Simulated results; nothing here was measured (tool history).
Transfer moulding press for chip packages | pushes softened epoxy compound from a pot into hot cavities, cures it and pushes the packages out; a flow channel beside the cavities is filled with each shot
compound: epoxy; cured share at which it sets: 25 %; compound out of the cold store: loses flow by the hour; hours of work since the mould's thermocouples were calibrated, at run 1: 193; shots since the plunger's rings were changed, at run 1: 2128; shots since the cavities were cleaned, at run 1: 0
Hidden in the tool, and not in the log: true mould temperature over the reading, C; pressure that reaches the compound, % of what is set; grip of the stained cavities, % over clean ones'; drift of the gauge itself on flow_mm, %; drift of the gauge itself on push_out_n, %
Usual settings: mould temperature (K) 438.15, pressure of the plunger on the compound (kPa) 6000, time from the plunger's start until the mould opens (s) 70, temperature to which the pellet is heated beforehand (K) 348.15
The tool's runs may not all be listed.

run   hour  mould temperature (K)  pressure of the plunger on the compound (kPa)  time from the plunger's start until the mould opens (s)  temperature to which the pellet is heated beforehand (K)  hours of work since the mould's thermocouples were calibrated  shots since the plunger's rings were changed  shots since the cavities were cleaned  incoming compound's hours out of the cold store  length that the compound runs in the flow channel (mm)  greatest force on the pins that push the packages out (N)
  1      0                 438.15                                           6000                                                       70                                                    348.15                                                            193                                          2128                                      0                                             33.6                                                     558                                                        418
  2    8.4                 438.15                                           6000                                                       70                                                    348.15                                                            198                                          2243                                    115                                               20                                                     597                                                        489
  3   19.2                 438.15                                           6000                                                       70                                                    348.15                                                            204                                          2390                                    262                                             20.8                                                     590                                                        565
  4   29.2                 438.15                                           6000                                                       70                                                    348.15                                                            210                                          2527                                    399                                             43.3                                                     535                                                        585
  5   39.6                 436.15                                           6000                                                       70                                                    348.15                                                            217                                          2669                                    541                                             16.4                                                     619                                                        785
  6   50.3                 436.15                                           6000                                                       70                                                    348.15                                                            223                                          2816                                    688                                             40.8                                                     539                                                        770
  7   57.9                 436.15                                           6000                                                       70                                                    348.15                                                            228                                          2920                                    792                                             17.3                                                     602                                                        892
      62.6  -- cavities cleaned with cleaning compound and waxed
  8   72.1                 438.15                                           6000                                                       70                                                    348.15                                                            235                                          3094                                    131                                             22.2                                                     582                                                        492
  9   81.4                 438.15                                           5130                                                       70                                                    348.15                                                            241                                          3221                                    258                                             26.6                                                     528                                                        557
 10   87.9                 438.15                                           6000                                                       70                                                    356.15                                                            245                                          3309                                    346                                             36.3                                                     550                                                        533
 11  102.2                 438.15                                           6000                                                       70                                                    356.15                                                            253                                          3505                                    542                                             38.3                                                     541                                                        612
 12  108.9                 438.15                                           6000                                                       70                                                    356.15                                                            257                                          3597                                    634                                             18.6                                                     591                                                        675
     124.7  -- cavities cleaned with cleaning compound and waxed
 13  124.7                 438.15                                           6000                                                       70                                                    356.15                                                            266                                          3793                                      0                                             20.5                                                     580                                                        417
 14  136.6                 438.15                                           6000                                                       70                                                    356.15                                                            273                                          3955                                    162                                             13.4                                                     609                                                        511
     139.6  -- mould's thermocouples calibrated
 15    149                 433.15                                           4600                                                       73                                                    340.15                                                              6                                          4097                                    304                                             17.1                                                     531                                                        789
 16    162                 438.15                                           5010                                                       77                                                    348.15                                                             13                                          4275                                    482                                             44.6                                                     475                                                        453
 17    170                 438.15                                           6590                                                       83                                                    348.15                                                             18                                          4385                                    592                                             24.2                                                     602                                                        427
 18  184.9                 438.15                                           6590                                                       83                                                    348.15                                                             27                                          4589                                    796                                             25.4                                                     595                                                        456
     190.2  -- mould's thermocouples calibrated, once more
     191.7  -- cavities cleaned with cleaning compound and waxed
 19  199.5                 445.15                                           6490                                                       96                                                    352.15                                                              5                                          4740                                    106                                             17.3                                                     593                                                        265
 20  211.3                 438.15                                           5790                                                       50                                                    348.15                                                             12                                          4902                                    268                                             25.5                                                     554                                                       1378
 21  222.2                 438.15                                           6000                                                       60                                                    340.15                                                             18                                          5051                                    417                                             29.1                                                     556                                                       1026
 22  230.2                 440.15                                           6000                                                       70                                                    341.15                                                             23                                          5160                                    526                                             32.8                                                     538                                                        619
 23  239.1                 440.15                                           6000                                                       70                                                    341.15                                                             29                                          5282                                    648                                             32.6                                                     544                                                        641
 24  247.1                 440.15                                           6000                                                       70                                                    341.15                                                             33                                          5391                                    757                                             25.4                                                     559                                                        659
       254  -- cavities cleaned with cleaning compound and waxed
 25    255                 440.15                                           6000                                                       70                                                    341.15                                                             37                                          5480                                     15                                             20.2                                                     571                                                        422
 26  266.3                 432.15                                           4910                                                       75                                                    354.15                                                             44                                          5634                                    169                                             24.2                                                     530                                                        731
 27    279                 445.15                                           5200                                                       89                                                    350.15                                                             52                                          5808                                    343                                             33.6                                                     489                                                        324
 28  290.9                 438.15                                           7350                                                       70                                                    339.15                                                             59                                          5971                                    506                                             27.2                                                     618                                                        701

Hidden state or all else? Some run-to-run changes of length that the compound runs in the flow channel (mm), split into what the settings, what came in and random variation would give without the hidden state, and what is left for the hidden state (with any gauge scatter that isn't in both results):
Run 16 -> 17: pressure of the plunger on the compound (kPa) 5010 -> 6590, time from the plunger's start until the mould opens (s) 77 -> 83. length that the compound runs in the flow channel (mm) +127: hidden state -8, all else +135.
Run 27 -> 28: mould temperature (K) 445.15 -> 438.15, pressure of the plunger on the compound (kPa) 5200 -> 7350, time from the plunger's start until the mould opens (s) 89 -> 70, temperature to which the pellet is heated beforehand (K) 350.15 -> 339.15. length that the compound runs in the flow channel (mm) +129: hidden state -9, all else +138.
